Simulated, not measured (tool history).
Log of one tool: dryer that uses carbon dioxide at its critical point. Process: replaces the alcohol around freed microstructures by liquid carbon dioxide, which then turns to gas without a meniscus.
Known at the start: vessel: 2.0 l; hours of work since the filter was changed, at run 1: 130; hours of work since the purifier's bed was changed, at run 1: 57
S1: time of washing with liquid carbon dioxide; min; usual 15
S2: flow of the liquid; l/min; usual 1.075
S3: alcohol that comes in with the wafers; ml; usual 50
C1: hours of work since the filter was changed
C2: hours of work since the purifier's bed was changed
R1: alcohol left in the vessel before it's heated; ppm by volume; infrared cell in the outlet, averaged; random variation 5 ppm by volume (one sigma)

run   hour  S1     S2   S3   C1   C2    R1
  1    0.0  15  1.075   50  130   57    49
  2   21.7  15  1.075   50  145   72    55
  3   46.1  15  1.075   50  161   88    66
  4   84.3  15  1.075   34  187  114    57
  5  105.4  15  1.075   34  201  128    61
  6  133.2  15  1.075   34  220  146    66
  7  168.4  15  1.075   34  243  170    66
  8  203.9  15  1.075   34  267  194    80
  9  221.9  15  1.075   34  279  206    77
 10  238.7  15  1.075   34  290  217    67
 11  258.2  15  1.075   34  304  230    74
 12  298.6  11  1.075   75  331  257   430
 13  337.3  15  0.680   91  357  283   949
 14  367.5  22  1.670   82  377  304    67
 15  399.6  22  1.670   82  398  325    71
 16  434.6  22  1.670   82  422  349    73
 17  464.1  22  1.670   82  442  368    84
 18  484.1   9  1.075  107  455  382  1470
 19  518.1  15  0.690   45  478  405   535
 20  541.2  15  0.690   45  493  420   546

3 ways to go on from here, each from the tool as it stands after run 20. What would each give?
     550.5  -- inlet filter changed
  A  564.1  19  0.690  45   9  435   ?
     550.5  -- inlet filter changed
  B  564.1  15  0.840  45   9  435   ?
     550.5  -- inlet filter changed
  C  564.1  15  0.690  24   9  435   ?

run   R1
  A  189
  B  207
  C  239
Without the tool's hidden state the same runs would have given:
run   R1
  A  101
  B  120
  C  153
